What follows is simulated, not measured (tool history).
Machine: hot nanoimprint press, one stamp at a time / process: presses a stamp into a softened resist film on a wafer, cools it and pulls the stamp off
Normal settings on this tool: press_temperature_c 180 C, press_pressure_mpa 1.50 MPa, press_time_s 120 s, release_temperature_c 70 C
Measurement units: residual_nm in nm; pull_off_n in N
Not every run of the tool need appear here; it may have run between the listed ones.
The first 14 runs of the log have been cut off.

run   hour  press_temperature_c  press_pressure_mpa  press_time_s  release_temperature_c  residual_nm  pull_off_n
 15  403.6                  180                1.50           152                     70         77.3         218
 16  421.3                  180                1.50           152                     70         78.2         224
 17  458.2                  180                1.50           152                     70         78.6         220
     488.2  -- press's hydraulic seals changed and the load cell set to zero
 18  496.5                  180                1.50           152                     70         78.0         223
 19  518.1                  188                1.50            78                     70         70.2         231
     527.4  -- stamp cleaned and given a new release coat
 20  550.1                  191                1.84           100                     68         49.9         209
 21  566.0                  177                1.50           107                     77        101.8         176
 22  593.9                  177                1.50           107                     77        101.5         172
     610.3  -- plate thermocouple calibrated
 23  621.3                  173                1.81           141                     77         94.6         163
 24  643.6                  173                1.81           141                     77         93.2         164
 25  673.4                  173                1.81           141                     77         92.8         171
 26  711.0                  173                1.81           141                     77         94.1         170
 27  736.6                  173                1.81           141                     77         95.1         172
 28  754.5                  189                1.99           141                     77         41.8         170
 29  772.9                  189                1.99           141                     77         42.2         166
 30  801.8                  189                1.99           141                     77         43.1         179

Alternative continuations, all from the tool just after run 30; predict every row:
  A  822.2                  189                1.06           182                     69            ?           ?
  B  822.2                  189                1.99           141                     74            ?           ?
  C  822.2                  189                1.99           107                     74            ?           ?
  D  822.2                  186                1.99            80                     75            ?           ?

run  residual_nm  pull_off_n
  A         56.5         205
  B         42.5         184
  C         48.1         182
  D         60.4         187
With no hidden state in the tool, these same runs would have given:
run  residual_nm  pull_off_n
  A         55.6         193
  B         41.7         174
  C         47.2         172
  D         59.2         177
